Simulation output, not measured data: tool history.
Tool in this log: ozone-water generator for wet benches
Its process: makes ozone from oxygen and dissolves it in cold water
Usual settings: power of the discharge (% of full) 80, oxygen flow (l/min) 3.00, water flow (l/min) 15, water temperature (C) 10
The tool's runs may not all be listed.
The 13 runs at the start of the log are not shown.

| run | day | power of the discharge (% of full) | oxygen flow (l/min) | water flow (l/min) | water temperature (C) | dissolved ozone (ppm) | ozone in the gas ahead of the water (g/m3) |
|---|---|---|---|---|---|---|---|
| 14 | 21.150 | 80 | 3.00 | 15 | 7 | 16.8 | 202.8 |
| 15 | 22.983 | 80 | 3.00 | 15 | 7 | 16.6 | 201.9 |
| 16 | 24.800 | 80 | 3.00 | 15 | 13 | 15.8 | 200.9 |
| 17 | 26.296 | 80 | 2.46 | 17 | 10 | 14.0 | 230.1 |
| 18 | 27.292 | 80 | 3.69 | 15 | 12 | 16.0 | 174.6 |
| 19 | 28.454 | 48 | 2.44 | 14 | 10 | 13.2 | 173.6 |
| 20 | 30.167 | 61 | 3.00 | 12 | 9 | 17.9 | 173.6 |
| 21 | 32.096 | 45 | 3.00 | 12 | 9 | 15.3 | 146.5 |
| 22 | 33.792 | 59 | 4.38 | 11 | 16 | 16.8 | 132.1 |
| 23 | 35.533 | 80 | 3.00 | 24 | 6 | 9.9 | 201.3 |
| 24 | 37.554 | 80 | 3.00 | 24 | 6 | 9.6 | 199.4 |
| 25 | 39.362 | 58 | 3.00 | 9 | 6 | 24.0 | 166.8 |
| 26 | 40.288 | 91 | 3.00 | 23 | 10 | 10.5 | 212.9 |
| 27 | 42.229 | 79 | 4.67 | 23 | 10 | 10.0 | 149.8 |
| 28 | 43.379 | 80 | 3.00 | 19 | 10 | 12.4 | 199.0 |
| 29 | 44.533 | 79 | 1.93 | 15 | 7 | 16.1 | 262.6 |
| 30 | 46.462 | 98 | 4.68 | 17 | 6 | 16.6 | 166.0 |
| 31 | 47.483 | 98 | 4.68 | 17 | 6 | 16.9 | 165.8 |
| 32 | 49.100 | 95 | 1.55 | 15 | 10 | 16.6 | 330.4 |

Consider 4 possible next runs. They are alternatives, not a sequence: every one starts from the tool as it was left by run 32. What does each give?
| A | 50.621 | 95 | 3.57 | 15 | 10 | ? | ? |
| B | 50.621 | 71 | 1.55 | 17 | 5 | ? | ? |
| C | 50.621 | 95 | 1.63 | 13 | 10 | ? | ? |
| D | 50.621 | 80 | 3.00 | 15 | 13 | ? | ? |

| run | dissolved ozone (ppm) | ozone in the gas ahead of the water (g/m3) |
|---|---|---|
| A | 17.9 | 193.7 |
| B | 12.7 | 282.1 |
| C | 19.8 | 319.6 |
| D | 15.7 | 197.5 |
Without the tool's unlogged condition, the same runs would have read:
| run | dissolved ozone (ppm) | ozone in the gas ahead of the water (g/m3) |
|---|---|---|
| A | 18.0 | 198.7 |
| B | 12.7 | 289.4 |
| C | 19.8 | 328.0 |
| D | 15.8 | 202.7 |
